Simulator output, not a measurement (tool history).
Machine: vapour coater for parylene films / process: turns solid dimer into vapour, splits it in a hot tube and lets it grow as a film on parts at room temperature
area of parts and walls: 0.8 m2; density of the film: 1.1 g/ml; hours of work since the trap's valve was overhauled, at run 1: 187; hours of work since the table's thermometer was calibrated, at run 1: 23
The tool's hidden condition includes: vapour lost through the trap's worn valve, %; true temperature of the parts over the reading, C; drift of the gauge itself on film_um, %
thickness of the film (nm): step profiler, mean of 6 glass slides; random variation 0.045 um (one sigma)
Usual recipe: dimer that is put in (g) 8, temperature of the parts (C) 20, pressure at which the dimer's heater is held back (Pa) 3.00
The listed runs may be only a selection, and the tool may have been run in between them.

run    hour  dimer that is put in (g)  temperature of the parts (C)  pressure at which the dimer's heater is held back (Pa)  hours of work since the trap's valve was overhauled  hours of work since the table's thermometer was calibrated  thickness of the film (nm)
  1     0.0                         8                            20                                                    3.00                                                  187                                                          23                        4540
  2    32.4                         8                            20                                                    3.00                                                  215                                                          51                        4420
       60.7  -- trap's valve overhauled
  3    89.4                         8                            20                                                    3.00                                                   24                                                          96                        4960
  4   142.9                         8                            20                                                    3.00                                                   70                                                         142                        4800
  5   172.0                         8                            20                                                    3.00                                                   95                                                         167                        4760
  6   234.8                        13                            20                                                    3.00                                                  149                                                         221                        7510
  7   292.1                        13                            20                                                    3.00                                                  198                                                         270                        7180
      345.6  -- trap's valve overhauled
  8   347.3                        13                            20                                                    3.00                                                    1                                                         313                        8370
  9   403.0                         8                            13                                                    3.00                                                   49                                                         361                        5880
 10   461.4                         6                            20                                                    3.00                                                   99                                                         411                        3530
 11   496.3                         6                            20                                                    3.00                                                  129                                                         441                        3490
 12   558.4                         8                            20                                                    5.10                                                  182                                                         494                        4020
 13   588.6                         8                            20                                                    5.10                                                  208                                                         520                        3870
      625.9  -- trap's valve overhauled
 14   627.3                         8                            20                                                    3.00                                                    1                                                         549                        5010
 15   670.9                         8                            20                                                    3.00                                                   38                                                         587                        5000
 16   715.2                         8                            20                                                    3.00                                                   76                                                         625                        4810
 17   749.4                         8                            19                                                    3.00                                                  106                                                         654                        4810
 18   792.1                         8                            19                                                    3.00                                                  142                                                         690                        4710
      797.6  -- table's thermometer calibrated
 19   856.3                         8                            20                                                    6.13                                                  196                                                          50                        3850
 20   887.2                         8                            20                                                    3.84                                                  223                                                          77                        4060
      912.1  -- trap's valve overhauled
 21   945.7                         8                            20                                                    6.73                                                   29                                                         123                        4110
 22   988.4                         8                            20                                                    6.73                                                   65                                                         160                        4000
 23  1022.9                         8                            20                                                    6.73                                                   95                                                         189                        3910
     1035.3  -- table's thermometer calibrated, once more
 24  1086.6                        13                            16                                                    8.54                                                  148                                                          44                        6560
 25  1119.2                        13                            16                                                    8.54                                                  176                                                          72                        6430
 26  1170.1                         8                            20                                                    4.37                                                  220                                                         115                        4090
     1195.2  -- trap's valve overhauled
 27  1205.8                         7                            20                                                    9.72                                                    9                                                         142                        3390
 28  1244.1                         7                            24                                                    3.56                                                   42                                                         175                        3800
 29  1275.1                         4                            20                                                    2.90                                                   68                                                         202                        2460
 30  1304.5                         4                            20                                                    2.90                                                   93                                                         227                        2400
 31  1331.0                         4                            24                                                    3.00                                                  116                                                         249                        2150
 32  1392.6                         5                            15                                                    3.00                                                  169                                                         302                        3290
 33  1442.1                         5                            15                                                    3.00                                                  211                                                         344                        3140
     1476.7  -- trap's valve overhauled
 34  1499.1                        11                            29                                                    2.85                                                   19                                                         390                        5580
 35  1545.1                        11                            29                                                    2.85                                                   59                                                         429                        5430
 36  1592.5                        11                            13                                                    5.34                                                   99                                                         470                        6790
 37  1639.9                        13                            22                                                   10.92                                                  140                                                         510                        5370
 38  1699.3                         3                            25                                                   10.22                                                  190                                                         561                        1110
 39  1737.0                         3                            25                                                   10.22                                                  223                                                         593                        1090
     1756.9  -- trap's valve overhauled
 40  1779.3                         3                            25                                                   10.22                                                   19                                                         626                        1240
 41  1810.1                         3                            25                                                   10.22                                                   45                                                         652                        1210
 42  1852.3                         7                            20                                                    2.74                                                   82                                                         688                        4360
 43  1882.5                         4                            17                                                    2.74                                                  107                                                         714                        2540
 44  1921.2                         8                            20                                                    2.06                                                  140                                                         747                        5010
 45  1967.9                         7                            20                                                    2.06                                                  180                                                         787                        4270
 46  1997.5                         7                            20                                                    2.06                                                  206                                                         812                        4130

Here are 3 independent what-if runs from the current tool condition. What would each one return?
  A  2028.5                         8                            26                                                    5.54                                                  232                                                         839                           ?
  B  2028.5                         7                            20                                                    3.92                                                  232                                                         839                           ?
  C  2028.5                         3                            27                                                    2.26                                                  232                                                         839                           ?

run  thickness of the film (nm)
  A                        3290
  B                        3550
  C                        1470
Without the tool's unlogged condition, the same runs would have read:
run  thickness of the film (nm)
  A                        3880
  B                        4190
  C                        1730
